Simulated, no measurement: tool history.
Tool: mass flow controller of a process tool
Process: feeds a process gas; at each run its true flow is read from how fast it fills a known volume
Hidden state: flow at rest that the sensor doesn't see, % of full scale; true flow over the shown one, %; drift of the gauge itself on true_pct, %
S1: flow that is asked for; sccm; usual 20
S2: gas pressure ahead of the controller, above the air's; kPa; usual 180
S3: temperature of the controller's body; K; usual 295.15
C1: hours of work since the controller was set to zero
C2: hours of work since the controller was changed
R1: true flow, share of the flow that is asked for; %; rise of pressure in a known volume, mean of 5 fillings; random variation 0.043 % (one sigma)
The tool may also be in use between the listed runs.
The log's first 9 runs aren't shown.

{"run": 10, "hour": 923.5, "S1": 31, "S2": 180, "S3": 295.15, "C1": 4709, "C2": 4709, "R1": 100.41}
{"hour": 935.7, "done": "controller's zero set anew"}
{"run": 11, "hour": 1048.7, "S1": 20, "S2": 181, "S3": 295.15, "C1": 53, "C2": 4768, "R1": 99.25}
{"run": 12, "hour": 1145.9, "S1": 20, "S2": 180, "S3": 301.15, "C1": 99, "C2": 4814, "R1": 98.76}
{"run": 13, "hour": 1245.1, "S1": 20, "S2": 180, "S3": 295.15, "C1": 146, "C2": 4860, "R1": 99.21}
{"run": 14, "hour": 1358.1, "S1": 20, "S2": 180, "S3": 302.15, "C1": 200, "C2": 4914, "R1": 98.72}
{"run": 15, "hour": 1410.8, "S1": 20, "S2": 180, "S3": 302.15, "C1": 225, "C2": 4939, "R1": 98.7}
{"run": 16, "hour": 1497.2, "S1": 20, "S2": 241, "S3": 302.15, "C1": 265, "C2": 4980, "R1": 98.45}
{"hour": 1506.0, "done": "controller's zero set anew, once more"}
{"run": 17, "hour": 1570.6, "S1": 20, "S2": 241, "S3": 302.15, "C1": 31, "C2": 5014, "R1": 100.51}
{"run": 18, "hour": 1645.8, "S1": 9, "S2": 241, "S3": 302.15, "C1": 66, "C2": 5050, "R1": 100.06}
{"run": 19, "hour": 1719.6, "S1": 9, "S2": 167, "S3": 299.15, "C1": 101, "C2": 5084, "R1": 100.61}
{"run": 20, "hour": 1799.9, "S1": 32, "S2": 176, "S3": 313.15, "C1": 139, "C2": 5122, "R1": 100.27}
{"run": 21, "hour": 1920.1, "S1": 39, "S2": 166, "S3": 298.15, "C1": 196, "C2": 5179, "R1": 101.73}
{"run": 22, "hour": 1997.1, "S1": 7, "S2": 166, "S3": 293.15, "C1": 232, "C2": 5216, "R1": 100.87}
{"run": 23, "hour": 2074.7, "S1": 12, "S2": 163, "S3": 308.15, "C1": 269, "C2": 5252, "R1": 99.98}
{"run": 24, "hour": 2129.3, "S1": 12, "S2": 163, "S3": 308.15, "C1": 295, "C2": 5278, "R1": 100.02}
{"run": 25, "hour": 2253.2, "S1": 25, "S2": 193, "S3": 295.15, "C1": 353, "C2": 5337, "R1": 101.52}
{"run": 26, "hour": 2343.9, "S1": 14, "S2": 251, "S3": 305.15, "C1": 396, "C2": 5380, "R1": 99.97}
{"run": 27, "hour": 2407.7, "S1": 9, "S2": 246, "S3": 305.15, "C1": 426, "C2": 5410, "R1": 99.57}
{"run": 28, "hour": 2509.1, "S1": 9, "S2": 246, "S3": 305.15, "C1": 474, "C2": 5458, "R1": 99.64}
{"run": 29, "hour": 2582.1, "S1": 9, "S2": 246, "S3": 305.15, "C1": 509, "C2": 5492, "R1": 99.61}
{"run": 30, "hour": 2676.0, "S1": 9, "S2": 246, "S3": 305.15, "C1": 553, "C2": 5537, "R1": 99.62}
{"run": 31, "hour": 2771.8, "S1": 9, "S2": 246, "S3": 305.15, "C1": 598, "C2": 5582, "R1": 99.57}
{"run": 32, "hour": 2872.1, "S1": 9, "S2": 246, "S3": 305.15, "C1": 646, "C2": 5629, "R1": 99.65}

Forecast each of these 5 alternatives for the next run:
{"hour": 2951.2, "done": "controller exchanged for a calibrated one"}
{"run": "A", "hour": 2985.1, "S1": 6, "S2": 246, "S3": 297.15, "C1": 16, "C2": 16, "R1": "?"}
{"hour": 2951.2, "done": "controller exchanged for a calibrated one"}
{"run": "B", "hour": 2985.1, "S1": 20, "S2": 180, "S3": 301.15, "C1": 16, "C2": 16, "R1": "?"}
{"hour": 2951.2, "done": "controller exchanged for a calibrated one"}
{"run": "C", "hour": 2985.1, "S1": 24, "S2": 246, "S3": 294.15, "C1": 16, "C2": 16, "R1": "?"}
{"hour": 2951.2, "done": "controller exchanged for a calibrated one"}
{"run": "D", "hour": 2985.1, "S1": 25, "S2": 246, "S3": 294.15, "C1": 16, "C2": 16, "R1": "?"}
{"hour": 2951.2, "done": "controller exchanged for a calibrated one"}
{"run": "E", "hour": 2985.1, "S1": 11, "S2": 245, "S3": 295.15, "C1": 16, "C2": 16, "R1": "?"}

run=A R1=98.20
run=B R1=98.78
run=C R1=99.35
run=D R1=99.18
run=E R1=98.64
Without the tool's hidden state the same runs would have given:
run=A R1=98.42
run=B R1=98.84
run=C R1=99.40
run=D R1=99.22
run=E R1=98.76
